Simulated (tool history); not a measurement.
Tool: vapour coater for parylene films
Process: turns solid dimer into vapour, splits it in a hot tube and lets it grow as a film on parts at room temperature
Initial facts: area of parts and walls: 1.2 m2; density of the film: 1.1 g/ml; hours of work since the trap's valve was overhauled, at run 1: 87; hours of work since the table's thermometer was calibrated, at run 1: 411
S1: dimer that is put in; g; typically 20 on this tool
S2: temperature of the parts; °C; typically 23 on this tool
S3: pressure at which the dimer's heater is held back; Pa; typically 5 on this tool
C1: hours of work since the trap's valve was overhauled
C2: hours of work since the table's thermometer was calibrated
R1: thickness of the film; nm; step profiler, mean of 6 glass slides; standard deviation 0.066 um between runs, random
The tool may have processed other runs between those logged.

Run 1, hour 0: usual settings; C1 87; C2 411. Result: R1 7580 nm.
Run 2, hour 21.5: usual settings; C1 96; C2 421. Result: R1 7550 nm.
Run 3, hour 39.7: usual settings; C1 105; C2 429. Result: R1 7480 nm.
Run 4, hour 66.2: usual settings; C1 117; C2 441. Result: R1 7460 nm.
Run 5, hour 85.4: usual settings; C1 125; C2 450. Result: R1 7290 nm.
Run 6, hour 99.2: usual settings but S3 7.19 Pa; C1 132; C2 456. Result: R1 6730 nm.
Run 7, hour 110.7: usual settings but S3 7.19 Pa; C1 137; C2 462. Result: R1 6800 nm.
Run 8, hour 130.1: usual settings but S3 7.19 Pa; C1 146; C2 471. Result: R1 6760 nm.
Run 9, hour 150.8: usual settings but S3 7.19 Pa; C1 155; C2 480. Result: R1 6820 nm.
Run 10, hour 174.1: usual settings but S3 9.22 Pa; C1 166; C2 491. Result: R1 6260 nm.
Run 11, hour 194.3: usual settings but S1 26 g; C1 175; C2 500. Result: R1 9300 nm.
Run 12, hour 207.1: usual settings; C1 181; C2 506. Result: R1 7200 nm.
Run 13, hour 230.7: usual settings; C1 192; C2 516. Result: R1 7170 nm.
Run 14, hour 246.6: usual settings; C1 199; C2 524. Result: R1 7170 nm.
Run 15, hour 261.4: usual settings; C1 206; C2 530. Result: R1 7130 nm.
Run 16, hour 278.1: usual settings; C1 213; C2 538. Result: R1 7080 nm.
At hour 281.3: table's thermometer calibrated.
Run 17, hour 295.3: usual settings; C1 221; C2 6. Result: R1 7080 nm.
Run 18, hour 311.8: usual settings; C1 228; C2 14. Result: R1 7050 nm.
At hour 331.5: trap's valve overhauled.
Run 19, hour 340.7: usual settings; C1 4; C2 25. Result: R1 7990 nm.
Run 20, hour 358.8: usual settings but S1 18 g; C1 12; C2 34. Result: R1 7210 nm.
Run 21, hour 369.5: usual settings but S1 18 g; C1 17; C2 38. Result: R1 7180 nm.
Run 22, hour 380.6: usual settings; C1 22; C2 43. Result: R1 7970 nm.
At hour 388.9: table's thermometer calibrated, once more.
Run 23, hour 402.9: usual settings but S1 27 g, S2 30 °C, S3 7.61 Pa; C1 32; C2 6. Result: R1 7060 nm.
Run 24, hour 421.9: usual settings but S1 27 g, S2 30 °C, S3 2.09 Pa; C1 41; C2 15. Result: R1 9620 nm.
Run 25, hour 437.3: usual settings but S1 21 g; C1 48; C2 22. Result: R1 7960 nm.
Run 26, hour 461.9: usual settings but S1 21 g; C1 59; C2 33. Result: R1 7830 nm.
Run 27, hour 486.6: usual settings but S1 10 g, S2 31 °C, S3 8.93 Pa; C1 70; C2 45. Result: R1 2390 nm.
Run 28, hour 507.8: usual settings but S1 24 g, S2 19 °C, S3 3.88 Pa; C1 80; C2 54. Result: R1 11100 nm.
Run 29, hour 521.8: usual settings but S1 24 g, S2 22 °C, S3 3.88 Pa; C1 86; C2 61. Result: R1 9900 nm.
Run 30, hour 548: usual settings but S1 35 g; C1 98; C2 73. Result: R1 12920 nm.
Run 31, hour 559.4: usual settings but S1 35 g; C1 103; C2 78. Result: R1 13130 nm.
Run 32, hour 577.6: usual settings but S1 9 g, S2 17 °C; C1 112; C2 86. Result: R1 4190 nm.
Run 33, hour 599.4: usual settings but S1 9 g, S2 17 °C; C1 122; C2 96. Result: R1 4150 nm.
Run 34, hour 612.5: usual settings but S1 9 g, S2 17 °C; C1 128; C2 102. Result: R1 4270 nm.
Run 35, hour 626.6: usual settings but S1 9 g, S2 17 °C; C1 134; C2 108. Result: R1 4160 nm.
Run 36, hour 648.3: usual settings but S1 23 g, S2 29 °C, S3 2.1 Pa; C1 144; C2 118. Result: R1 8130 nm.
Run 37, hour 671.7: usual settings but S1 9 g, S2 26 °C, S3 2.55 Pa; C1 155; C2 129. Result: R1 3450 nm.
Run 38, hour 687.8: usual settings but S1 9 g, S2 26 °C, S3 2.55 Pa; C1 162; C2 136. Result: R1 3360 nm.
Run 39, hour 705.2: usual settings but S1 9 g, S2 26 °C, S3 2.55 Pa; C1 170; C2 144. Result: R1 3370 nm.
Run 40, hour 727.3: usual settings but S1 9 g, S2 26 °C, S3 2.55 Pa; C1 180; C2 154. Result: R1 3380 nm.
Run 41, hour 739.7: usual settings but S1 9 g, S2 17 °C, S3 6.84 Pa; C1 186; C2 160. Result: R1 3760 nm.

Run 42 is up next; what results do you expect?
Run 42, hour 753.4: usual settings but S1 9 g, S2 17 °C, S3 6.84 Pa; C1 192; C2 166. Result: R1 ?.

{"run 42": {"R1": 3740}}
On a tool with no hidden condition, and with the same random variation, this run would have come out at R1 4140 nm.
